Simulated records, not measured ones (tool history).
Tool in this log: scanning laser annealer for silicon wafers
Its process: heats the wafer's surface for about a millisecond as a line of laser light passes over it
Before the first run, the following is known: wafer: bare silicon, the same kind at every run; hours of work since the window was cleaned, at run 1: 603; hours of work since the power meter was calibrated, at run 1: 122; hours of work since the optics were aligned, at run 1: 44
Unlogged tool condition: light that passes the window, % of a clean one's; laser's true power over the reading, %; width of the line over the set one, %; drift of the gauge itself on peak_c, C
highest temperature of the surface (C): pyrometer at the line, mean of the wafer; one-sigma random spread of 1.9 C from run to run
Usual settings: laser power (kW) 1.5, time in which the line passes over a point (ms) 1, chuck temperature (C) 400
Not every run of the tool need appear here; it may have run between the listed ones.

run,hour,laser power (kW),time in which the line passes over a point (ms),chuck temperature (C),hours of work since the window was cleaned,hours of work since the power meter was calibrated,hours of work since the optics were aligned,highest temperature of the surface (C)
1,0,1.5,1,400,603,122,44,1131
2,11.5,1.5,1,400,611,130,52,1133
3,26.7,1.5,1,400,622,141,63,1128
4,35.9,1.5,1,435,628,147,69,1164
5,43,1.481,1,435,633,152,74,1149
6,52.2,1.481,1,435,639,158,80,1148
7,59.3,1.5,1,433,644,163,85,1158
8,66.8,1.5,1,400,650,168,91,1124
9,76.8,1.5,1,400,656,175,97,1124
10,89.1,1.5,1,400,665,184,106,1125
11,96.6,1.5,0.95,400,670,189,111,1101
12,111,1.5,1,438,680,199,121,1161
13,125.7,1.5,0.93,400,690,209,131,1096
14,138.5,1.445,1.16,417,699,218,140,1160
15,146,1.445,1.16,417,704,223,145,1158
# hour 151.8: optics aligned, line set to its width
16,158.9,1.546,1,400,710,229,5,1147
17,168.1,1.491,1,400,716,235,11,1112
18,176.9,1.491,1,400,722,241,17,1113
# hour 187.8: optics aligned, line set to its width, once more
19,190.8,1.356,0.87,401,728,247,2,990
20,198.4,1.5,1,398,734,252,7,1116
21,210.6,1.5,1,398,742,261,16,1119
22,221.4,1.374,1,420,750,268,23,1062
23,233.3,1.552,0.93,429,758,277,32,1151
# hour 244: window over the wafer cleaned
24,251.6,1.425,1.17,363,5,288,43,1151
25,267,1.536,1.17,415,16,298,53,1283

A few steps of highest temperature of the surface (C) between consecutive runs. Split each: what settings, incoming material and random variation would produce without the hidden state, and what is left over for the hidden state, along with gauge scatter present in only one of the two compared results (measured, and without hidden state):
Run 18 -> 19: laser power (kW) 1.491 -> 1.356, time in which the line passes over a point (ms) 1 -> 0.87, chuck temperature (C) 400 -> 401, optics aligned, line set to its width, once more. highest temperature of the surface (C) -123: hidden state +11, all else -134.
Run 19 -> 20: laser power (kW) 1.356 -> 1.5, time in which the line passes over a point (ms) 0.87 -> 1, chuck temperature (C) 401 -> 398. highest temperature of the surface (C) +126: hidden state -11, all else +137.
Run 23 -> 24: laser power (kW) 1.552 -> 1.425, time in which the line passes over a point (ms) 0.93 -> 1.17, chuck temperature (C) 429 -> 363, window over the wafer cleaned. highest temperature of the surface (C) +0: hidden state +58, all else -58.
Run 24 -> 25: laser power (kW) 1.425 -> 1.536, chuck temperature (C) 363 -> 415. highest temperature of the surface (C) +132: hidden state -1, all else +133.
